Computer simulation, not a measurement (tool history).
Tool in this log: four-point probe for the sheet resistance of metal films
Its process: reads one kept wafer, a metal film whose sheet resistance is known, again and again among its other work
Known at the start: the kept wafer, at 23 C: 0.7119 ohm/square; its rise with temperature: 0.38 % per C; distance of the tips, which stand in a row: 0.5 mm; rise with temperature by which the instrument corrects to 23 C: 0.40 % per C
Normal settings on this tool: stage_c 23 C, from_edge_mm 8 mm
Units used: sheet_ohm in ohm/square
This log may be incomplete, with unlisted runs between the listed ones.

run,hour,stage_c,from_edge_mm,sheet_ohm
1,0,23,8,0.71333
2,65.2,23,8,0.713257
3,165.4,23,8,0.713543
4,294.6,23,8,0.713416
5,411.3,23,8,0.713188
6,483.1,23,34,0.711794
7,572.5,23,34,0.711742
8,628.6,23,34,0.712022
9,686.8,23,34,0.711754
10,808.6,23,34,0.71208
11,873.2,23,34,0.711827
12,937.3,23,34,0.712013
13,1049.8,23,34,0.711795
14,1181.4,23,34,0.712146
15,1301.5,23,34,0.711696
16,1417.9,23,13,0.71206
17,1524.8,23,8,0.713132
18,1588.9,23,8,0.713529
19,1722.4,23,8,0.713071
20,1808.8,23,12,0.712493
21,1928.7,27,34,0.711273
22,2021.2,27,34,0.711496
23,2149.4,28,20,0.711638
24,2259.7,29,33,0.711318
25,2395.3,29,33,0.711039
26,2530.6,29,33,0.71121
27,2601.6,25,8,0.713197
28,2671.2,28,5,0.715058
29,2749,28,5,0.715302
30,2811.9,25,3,0.72227
31,2906.4,31,4,0.717157
32,3002,18,7,0.714361
33,3107,18,7,0.714598
34,3187.4,28,66,0.711267
35,3321.3,22,66,0.711911
36,3385.1,22,66,0.711727
37,3452.9,26,14,0.712106
38,3512.2,29,19,0.711738
39,3599.4,20,21,0.712272

Missing from the log above: 2 entries noted between runs. For each, name the pair of listed runs it sits between and say how the tool's hidden condition differs from the listed run just before to the listed run just after:
Runs 22 to 23: new probe head fitted (hour 2090.6)
  inner tips' distance over the nominal, %: -0.018 -> -0.001; tips' flats over new ones', %: 1 -> 0
Runs 31 to 32: stage's thermometer calibrated (hour 2948.6)
  no hidden state differs between the two runs

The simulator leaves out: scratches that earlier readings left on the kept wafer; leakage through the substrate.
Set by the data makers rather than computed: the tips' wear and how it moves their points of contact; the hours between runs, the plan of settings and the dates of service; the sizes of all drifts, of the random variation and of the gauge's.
